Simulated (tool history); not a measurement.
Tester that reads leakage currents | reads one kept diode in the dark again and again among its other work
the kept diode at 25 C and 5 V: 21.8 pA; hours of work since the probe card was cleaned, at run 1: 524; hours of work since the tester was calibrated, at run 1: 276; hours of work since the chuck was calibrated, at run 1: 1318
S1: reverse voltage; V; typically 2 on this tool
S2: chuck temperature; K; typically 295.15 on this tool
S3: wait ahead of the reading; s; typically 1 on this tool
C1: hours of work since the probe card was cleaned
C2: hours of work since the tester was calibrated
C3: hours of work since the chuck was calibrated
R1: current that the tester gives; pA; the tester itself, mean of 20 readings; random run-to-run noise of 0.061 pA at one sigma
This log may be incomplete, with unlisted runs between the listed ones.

| run | day | S1 | S2 | S3 | C1 | C2 | C3 | R1 |
|---|---|---|---|---|---|---|---|---|
| 1 | 0 | 2 | 295.15 | 1 | 524 | 276 | 1318 | 11.13 |
| 2 | 1.317 | 2 | 295.15 | 1 | 548 | 300 | 1342 | 11.15 |
| 3 | 3.196 | 2 | 295.15 | 1 | 582 | 333 | 1375 | 11.42 |
| 4 | 5.071 | 2 | 299.15 | 1 | 615 | 367 | 1409 | 15.9 |
| 5 | 6.979 | 2 | 299.15 | 1 | 649 | 401 | 1443 | 15.89 |
| 6 | 8.954 | 2 | 299.15 | 1 | 684 | 436 | 1478 | 16.08 |
| 7 | 10.392 | 2 | 295.15 | 1 | 710 | 462 | 1504 | 11.4 |
| 8 | 12 | 2 | 295.15 | 1 | 739 | 491 | 1533 | 11.63 |
| 9 | 13.617 | 2 | 295.15 | 3.89 | 768 | 520 | 1562 | 11.14 |
| 10 | 15.246 | 2 | 295.15 | 1 | 797 | 549 | 1591 | 11.58 |
| 11 | 17.004 | 2 | 295.15 | 1 | 828 | 580 | 1622 | 11.62 |
| 12 | 18.154 | 2 | 295.15 | 1 | 849 | 601 | 1643 | 11.59 |
| 13 | 19.625 | 2 | 295.15 | 1 | 875 | 627 | 1669 | 11.66 |
| 14 | 21.004 | 2 | 295.15 | 1 | 900 | 652 | 1694 | 11.72 |
| 15 | 22.842 | 2 | 295.15 | 1 | 933 | 685 | 1727 | 11.77 |
| 16 | 24.525 | 2 | 295.15 | 1 | 963 | 715 | 1757 | 11.81 |
| 17 | 26.142 | 2 | 295.15 | 1 | 992 | 744 | 1786 | 11.78 |
| 18 | 27.392 | 2 | 295.15 | 1 | 1014 | 766 | 1808 | 11.75 |
| 19 | 29.067 | 2 | 295.15 | 1 | 1044 | 796 | 1838 | 11.8 |
| 20 | 30.938 | 2 | 295.15 | 1 | 1078 | 830 | 1871 | 11.98 |
| 21 | 32.246 | 1.6 | 326.15 | 0.83 | 1101 | 853 | 1895 | 135.5 |
| 22 | 33.908 | 2.77 | 310.15 | 5.47 | 1131 | 883 | 1924 | 46.6 |
| 23 | 34.962 | 4.89 | 295.15 | 5.44 | 1150 | 901 | 1943 | 19.54 |
| 24 | 36.1 | 16.39 | 308.15 | 5.44 | 1170 | 922 | 1964 | 99.58 |
| 25 | 37.288 | 16.39 | 308.15 | 5.44 | 1191 | 943 | 1985 | 100.21 |
| 26 | 38.558 | 16.39 | 308.15 | 5.44 | 1214 | 966 | 2008 | 99.67 |
| 27 | 39.483 | 1.92 | 308.15 | 2.61 | 1230 | 982 | 2024 | 33.22 |
| 28 | 41.558 | 1.92 | 308.15 | 2.61 | 1267 | 1019 | 2061 | 33.12 |
| 29 | 43.154 | 10.23 | 312.15 | 1 | 1296 | 1048 | 2090 | 106.56 |
| 30 | 44.771 | 3.2 | 298.15 | 7.04 | 1325 | 1077 | 2119 | 19.37 |
| 31 | 45.917 | 1.3 | 307.15 | 0.42 | 1345 | 1097 | 2139 | 25.84 |
| 32 | 47.8 | 3.15 | 295.15 | 0.42 | 1379 | 1131 | 2173 | 17.14 |
| 33 | 48.95 | 3.15 | 295.15 | 0.42 | 1400 | 1152 | 2193 | 17.23 |
| 34 | 50.771 | 4.76 | 298.15 | 2.33 | 1432 | 1184 | 2226 | 25.31 |
|  | 51.862 | chuck's temperature calibrated |
| 35 | 52.525 | 4.48 | 298.15 | 1.81 | 1462 | 1214 | 12 | 28.2 |
| 36 | 53.7 | 12 | 298.15 | 1 | 1483 | 1235 | 33 | 53.17 |
| 37 | 54.796 | 2.26 | 295.15 | 1 | 1503 | 1255 | 52 | 15.5 |
| 38 | 56.142 | 2.26 | 301.15 | 1 | 1527 | 1279 | 77 | 24.26 |
| 39 | 57.796 | 2.26 | 301.15 | 1 | 1556 | 1308 | 106 | 24.27 |
| 40 | 58.879 | 2.26 | 301.15 | 1 | 1576 | 1328 | 125 | 24.32 |

Branching from run 40: 4 alternative next runs. What would each branch give?
| A | 60.025 | 2.26 | 301.15 | 0.52 | 1596 | 1348 | 146 | ? |
| B | 60.025 | 2.44 | 326.15 | 4.2 | 1596 | 1348 | 146 | ? |
| C | 60.025 | 11.42 | 300.15 | 9.82 | 1596 | 1348 | 146 | ? |
| D | 60.025 | 2 | 305.15 | 1 | 1596 | 1348 | 146 | ? |

| run | R1 |
|---|---|
| A | 24.82 |
| B | 185.66 |
| C | 56.55 |
| D | 31.28 |
Without the tool's unlogged condition, the same runs would have read:
| run | R1 |
|---|---|
| A | 21.58 |
| B | 185.74 |
| C | 38.38 |
| D | 28.65 |
